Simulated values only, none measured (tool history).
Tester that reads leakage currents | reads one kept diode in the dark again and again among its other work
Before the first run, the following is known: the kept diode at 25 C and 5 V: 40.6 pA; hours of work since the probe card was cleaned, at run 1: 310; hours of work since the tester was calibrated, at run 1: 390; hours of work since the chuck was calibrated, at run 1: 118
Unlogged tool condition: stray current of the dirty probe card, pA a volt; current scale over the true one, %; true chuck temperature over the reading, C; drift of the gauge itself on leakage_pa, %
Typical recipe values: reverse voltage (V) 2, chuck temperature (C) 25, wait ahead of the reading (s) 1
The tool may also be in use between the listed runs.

run    hour  reverse voltage (V)  chuck temperature (C)  wait ahead of the reading (s)  hours of work since the probe card was cleaned  hours of work since the tester was calibrated  hours of work since the chuck was calibrated  current that the tester gives (pA)
  1       0                    2                     25                              1                                             310                                            390                                           118                               31.01
  2    93.1                    2                     25                              1                                             374                                            453                                           182                               31.08
  3     154                    2                     25                              1                                             416                                            495                                           224                                  31
  4   232.7                    2                     25                              1                                             470                                            549                                           278                               31.01
  5   322.4                    2                     25                              1                                             531                                            611                                           339                               31.05
  6   394.5                    2                     25                              1                                             581                                            660                                           389                               30.91
  7   442.9                    2                     25                              1                                             614                                            693                                           422                               30.91
  8     498                    2                     25                              1                                             652                                            731                                           460                               31.05
  9     594                    2                     25                              1                                             718                                            797                                           526                               30.95
      664.1  -- chuck's temperature calibrated
 10     688                    2                     25                              1                                             781                                            860                                            16                               31.11
 11   753.2                    2                     23                              1                                             825                                            905                                            61                               25.85
 12   851.9                    2                     30                              1                                             893                                            972                                           129                               48.92
 13   958.6                    2                     25                              1                                             966                                           1045                                           202                               31.04
 14  1060.8                    2                     25                              1                                            1036                                           1115                                           272                               31.12
 15  1135.8                    2                     25                              1                                            1088                                           1167                                           323                               30.97
 16    1234                    2                     25                           4.14                                            1155                                           1234                                           391                               30.66
 17  1320.7                    2                     35                           0.35                                            1214                                           1294                                           450                               76.35
 18  1426.2                    2                     24                              1                                            1287                                           1366                                           522                               28.23
     1502.4  -- chuck's temperature calibrated
 19  1532.8                    2                     24                              1                                            1358                                           1438                                            21                               28.22
 20  1624.4                13.64                     38                           1.84                                            1421                                           1500                                            84                               177.3
 21  1684.4                 18.8                     35                           0.36                                            1462                                           1542                                           125                              159.64
 22  1739.7                 1.11                     56                           0.33                                            1500                                           1579                                           163                               351.8
       1748  -- probe card cleaned and baked
 23  1803.1                 9.44                     37                           0.62                                              38                                           1621                                           204                              146.24
 24  1892.3                 1.87                     25                           2.97                                              99                                           1682                                           265                               30.07
 25  1945.2                    2                     50                           1.69                                             135                                           1718                                           301                              263.74
 26  2018.9                 3.93                     36                            5.4                                             186                                           1769                                           352                              101.62
 27  2076.9                 5.24                     39                           4.15                                             225                                           1808                                           392                              143.93
 28  2135.8                  2.8                     45                            2.4                                             266                                           1849                                           432                              196.03

Run by run, hidden condition taken away, random variation retained:
run  current that the tester gives (pA)
  1                               31.01
  2                               31.09
  3                               31.01
  4                               31.02
  5                               31.06
  6                               30.92
  7                               30.92
  8                               31.07
  9                               30.97
 10                               31.11
 11                               25.85
 12                               48.92
 13                               31.04
 14                               31.12
 15                               30.97
 16                               30.67
 17                               76.39
 18                               28.24
 19                               28.21
 20                              177.25
 21                              159.57
 22                               351.9
 23                              146.29
 24                               30.09
 25                              263.86
 26                              101.68
 27                              144.02
 28                              196.16

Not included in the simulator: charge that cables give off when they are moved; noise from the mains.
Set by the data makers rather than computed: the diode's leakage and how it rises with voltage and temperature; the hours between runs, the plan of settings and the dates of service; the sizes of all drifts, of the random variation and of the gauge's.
